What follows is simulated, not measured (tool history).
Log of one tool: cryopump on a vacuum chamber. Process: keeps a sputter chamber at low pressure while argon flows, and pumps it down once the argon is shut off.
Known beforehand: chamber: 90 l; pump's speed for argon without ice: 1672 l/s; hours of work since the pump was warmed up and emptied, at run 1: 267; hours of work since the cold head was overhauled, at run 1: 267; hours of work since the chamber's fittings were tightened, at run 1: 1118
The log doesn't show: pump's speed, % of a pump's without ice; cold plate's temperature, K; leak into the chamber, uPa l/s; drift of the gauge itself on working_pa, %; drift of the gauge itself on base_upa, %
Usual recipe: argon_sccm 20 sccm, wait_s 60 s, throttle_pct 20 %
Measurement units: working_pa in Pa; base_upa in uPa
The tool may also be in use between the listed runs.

| run | hour | argon_sccm | wait_s | throttle_pct | hours of work since the pump was warmed up and emptied | hours of work since the cold head was overhauled | hours of work since the chamber's fittings were tightened | working_pa | base_upa |
|---|---|---|---|---|---|---|---|---|---|
| 1 | 0.0 | 20 | 60 | 20 | 267 | 267 | 1118 | 0.1025 | 2.51 |
| 2 | 15.7 | 20 | 60 | 20 | 276 | 276 | 1126 | 0.1014 | 2.47 |
| 3 | 33.5 | 20 | 60 | 20 | 285 | 285 | 1135 | 0.1018 | 2.48 |
| 4 | 43.4 | 20 | 60 | 20 | 291 | 291 | 1141 | 0.1012 | 2.42 |
| 5 | 55.6 | 20 | 60 | 20 | 297 | 297 | 1147 | 0.1021 | 2.46 |
| 6 | 72.3 | 20 | 60 | 20 | 306 | 306 | 1156 | 0.1029 | 2.44 |
| 7 | 86.9 | 20 | 60 | 41 | 314 | 314 | 1164 | 0.0506 | 2.50 |
| 8 | 96.5 | 20 | 60 | 41 | 319 | 319 | 1169 | 0.0509 | 2.42 |
| 9 | 108.0 | 20 | 60 | 41 | 325 | 325 | 1175 | 0.0512 | 2.51 |
| 10 | 116.6 | 17 | 60 | 20 | 330 | 330 | 1180 | 0.0873 | 2.50 |
| 11 | 133.2 | 17 | 60 | 20 | 338 | 338 | 1189 | 0.0871 | 2.51 |
| 12 | 147.7 | 20 | 60 | 21 | 346 | 346 | 1196 | 0.0973 | 2.43 |
| 13 | 164.1 | 20 | 60 | 16 | 355 | 355 | 1205 | 0.1288 | 2.49 |
| 14 | 184.4 | 20 | 60 | 16 | 366 | 366 | 1216 | 0.1283 | 2.53 |
| 15 | 200.7 | 20 | 60 | 16 | 374 | 374 | 1225 | 0.1279 | 2.51 |
| 16 | 217.2 | 29 | 116 | 23 | 383 | 383 | 1233 | 0.1312 | 1.92 |
| 17 | 235.3 | 18 | 51 | 20 | 393 | 393 | 1243 | 0.0927 | 2.81 |
| 18 | 249.5 | 18 | 51 | 20 | 400 | 400 | 1251 | 0.0929 | 2.82 |
| 19 | 262.0 | 35 | 56 | 27 | 407 | 407 | 1257 | 0.1342 | 2.58 |
| 20 | 276.1 | 35 | 56 | 27 | 415 | 415 | 1265 | 0.1337 | 2.66 |

The next listed run, before its measurement:
| 21 | 296.2 | 20 | 33 | 20 | 425 | 425 | 1275 | ? | ? |

{"run 21": {"working_pa": 0.1019, "base_upa": 3.6}}
With the hidden condition absent and the run-to-run variation left alone, this run would have shown working_pa 0.1002 Pa, base_upa 2.51 uPa.

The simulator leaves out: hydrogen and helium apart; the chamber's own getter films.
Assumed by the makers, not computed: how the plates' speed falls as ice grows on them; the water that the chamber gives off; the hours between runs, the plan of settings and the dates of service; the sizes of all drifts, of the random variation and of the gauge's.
